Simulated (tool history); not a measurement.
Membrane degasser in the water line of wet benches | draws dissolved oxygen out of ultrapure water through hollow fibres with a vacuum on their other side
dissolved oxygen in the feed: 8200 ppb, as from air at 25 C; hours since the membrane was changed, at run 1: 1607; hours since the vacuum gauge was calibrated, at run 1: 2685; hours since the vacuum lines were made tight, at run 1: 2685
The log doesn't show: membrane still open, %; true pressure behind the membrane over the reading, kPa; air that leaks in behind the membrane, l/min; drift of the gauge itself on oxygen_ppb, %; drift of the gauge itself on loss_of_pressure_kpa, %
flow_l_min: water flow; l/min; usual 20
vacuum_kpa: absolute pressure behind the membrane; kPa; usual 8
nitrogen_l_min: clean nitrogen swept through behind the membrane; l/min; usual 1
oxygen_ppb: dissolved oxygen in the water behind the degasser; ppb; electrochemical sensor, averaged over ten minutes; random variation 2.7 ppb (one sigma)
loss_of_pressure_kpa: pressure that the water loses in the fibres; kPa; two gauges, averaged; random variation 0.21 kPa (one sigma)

run	day	flow_l_min	vacuum_kpa	nitrogen_l_min	hours since the membrane was changed	hours since the vacuum gauge was calibrated	hours since the vacuum lines were made tight	oxygen_ppb	loss_of_pressure_kpa
1	0	20	8	1	1607	2685	2685	281	51.6
2	2.633	20	15.27	1	1670	2748	2748	578.8	51.65
3	4.154	20	15.27	1	1707	2785	2785	572.8	51.52
4	6.979	20	15.27	1	1775	2853	2853	577.7	51.33
5	9.521	20	15.27	1	1836	2914	2914	568.6	51.53
6	11.738	30	15.27	1	1889	2967	2967	825.5	77.54
7	13.358	23	15.27	1	1928	3006	3006	659.1	59.61
8	14.692	20	8.75	1	1960	3038	3038	307.2	51.96
9	16.375	20	8	1.32	2000	3078	3078	231	52.05
10	17.658	20	8	1.32	2031	3109	3109	231.9	52
11	19.804	20	8	0.94	2082	3161	3161	291.3	51.84
# day 20.921: vacuum gauge calibrated
12	22.571	20	8	0.94	2148	40	3226	289.3	51.63
13	25.212	20	8	0.94	2212	103	3290	293.6	51.85
14	26.662	20	8	0.94	2246	138	3325	289.8	51.76
15	28.517	20	8	1	2291	182	3369	278.7	52.14
16	29.908	20	8	0.92	2324	216	3402	299.5	51.92
17	31.796	20	14.72	0.89	2370	261	3448	607.9	51.83
18	33.467	20	6.9	1.07	2410	301	3488	225.7	51.84
# day 35.417: vacuum gauge calibrated, once more
19	36.242	20	14.5	1.04	2476	20	3554	526	51.67
20	39.083	20	14.5	1.04	2544	88	3622	535.8	52.34
21	40.696	20	8	2.63	2583	127	3661	158.5	51.84
22	43.662	20	18.45	2.44	2654	198	3732	363.6	51.98
23	45.958	20	18.45	2.44	2709	253	3787	357.6	51.73
24	47.788	15	15.09	2.82	2753	297	3831	190.5	39.29
25	50.783	18	6.34	1	2825	369	3903	181.9	47.08
26	52.079	18	6.34	1	2856	400	3934	186	46.87
27	54.85	18	6.34	1	2922	466	4001	182.8	46.59
28	56.412	18	6.34	1	2960	504	4038	185.3	46.91
29	59.112	17	13.93	1.99	3025	569	4103	266.2	44.37
30	60.771	29	11.77	2.52	3065	608	4143	368.7	75.75
31	63.271	29	11.77	2.52	3125	668	4203	369.5	75.69
32	66.062	29	11.77	2.52	3192	735	4270	365.3	75.66

Forecast each of these 4 alternatives for the next run:
A	68.633	19	7.98	0.54	3253	797	4331	?	?
B	68.633	18	4.96	0.54	3253	797	4331	?	?
C	68.633	29	4.86	0.51	3253	797	4331	?	?
D	68.633	27	11.77	0.65	3253	797	4331	?	?

run	oxygen_ppb	loss_of_pressure_kpa
A	400.5	49.76
B	179.7	46.99
C	314.8	75.85
D	778.4	70.65
Without the tool's hidden state the same runs would have given:
run	oxygen_ppb	loss_of_pressure_kpa
A	392.4	48.6
B	172.6	45.89
C	301.7	74.08
D	766.8	69.01
